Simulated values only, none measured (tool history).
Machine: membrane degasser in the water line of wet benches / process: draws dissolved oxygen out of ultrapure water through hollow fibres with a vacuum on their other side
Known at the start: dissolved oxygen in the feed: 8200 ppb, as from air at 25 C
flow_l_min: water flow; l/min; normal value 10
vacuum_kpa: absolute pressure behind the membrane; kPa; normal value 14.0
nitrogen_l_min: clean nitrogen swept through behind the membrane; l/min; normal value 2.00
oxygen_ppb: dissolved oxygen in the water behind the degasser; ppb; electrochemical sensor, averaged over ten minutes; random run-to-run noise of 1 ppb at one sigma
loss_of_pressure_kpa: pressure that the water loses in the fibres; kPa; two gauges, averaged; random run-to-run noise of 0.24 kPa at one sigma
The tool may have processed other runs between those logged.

run	hour	flow_l_min	vacuum_kpa	nitrogen_l_min	oxygen_ppb	loss_of_pressure_kpa
1	0.0	10	14.0	2.00	174.7	70.09
2	45.7	10	14.0	2.00	172.0	70.29
3	93.7	10	14.0	2.00	172.3	70.04
4	131.8	10	14.0	2.00	171.7	69.96
5	162.8	10	14.0	2.00	172.8	70.38
6	206.1	10	14.0	2.00	169.7	70.37
7	270.3	10	14.0	2.00	172.9	70.46
8	298.5	10	14.0	2.00	170.4	70.04
9	343.1	10	9.1	2.00	113.8	70.45
10	369.3	10	14.0	4.13	107.0	70.01
11	396.1	10	14.0	0.93	308.3	69.85
12	447.1	10	14.0	2.00	172.6	70.38
13	490.8	10	14.0	2.00	173.2	70.58
14	538.1	10	14.0	2.00	173.1	70.57
15	588.4	10	14.0	2.00	172.2	70.28
16	649.1	10	14.0	2.00	172.0	70.17
17	707.9	10	14.0	2.00	173.2	69.99
18	759.5	10	14.0	1.74	190.6	70.34
19	813.2	10	14.9	2.00	184.8	70.33
20	860.5	12	24.6	0.93	654.3	84.33
21	906.8	12	24.6	0.93	658.9	84.35
22	934.4	16	14.0	3.07	220.2	112.07
23	968.4	16	15.2	2.55	268.2	112.75
24	1021.6	16	15.2	2.55	267.7	112.49
25	1086.7	8	26.2	2.00	250.5	56.67
26	1149.5	9	14.7	3.13	118.7	63.19
27	1192.8	9	14.7	3.13	117.6	63.23
28	1247.5	6	24.2	3.13	117.6	42.62
29	1297.1	16	10.7	5.63	141.7	112.69
30	1356.6	15	18.6	1.10	538.0	105.09
31	1399.6	15	18.6	1.10	540.6	104.85
32	1444.2	10	10.9	1.06	212.0	70.57
33	1507.9	10	9.3	2.49	104.4	70.81

Some steps in oxygen_ppb between neighbouring runs. How much of each would the tool show without its hidden state too (settings, what came in, random variation), and how much is left for the hidden state, with any gauge scatter that isn't in both results?
What the log doesn't record here: membrane still open, %; true pressure behind the membrane over the reading, kPa; air that leaks in behind the membrane, l/min; drift of the gauge itself on oxygen_ppb, %; drift of the gauge itself on loss_of_pressure_kpa, %.
Run 19 -> 20: flow_l_min 10 -> 12, vacuum_kpa 14.9 -> 24.6, nitrogen_l_min 2.00 -> 0.93. oxygen_ppb +469.5 ppb: hidden state +4.3, all else +465.2.
Run 21 -> 22: flow_l_min 12 -> 16, vacuum_kpa 24.6 -> 14.0, nitrogen_l_min 0.93 -> 3.07. oxygen_ppb -438.7 ppb: hidden state -3.9, all else -434.8.
Run 29 -> 30: flow_l_min 16 -> 15, vacuum_kpa 10.7 -> 18.6, nitrogen_l_min 5.63 -> 1.10. oxygen_ppb +396.3 ppb: hidden state +3.6, all else +392.7.

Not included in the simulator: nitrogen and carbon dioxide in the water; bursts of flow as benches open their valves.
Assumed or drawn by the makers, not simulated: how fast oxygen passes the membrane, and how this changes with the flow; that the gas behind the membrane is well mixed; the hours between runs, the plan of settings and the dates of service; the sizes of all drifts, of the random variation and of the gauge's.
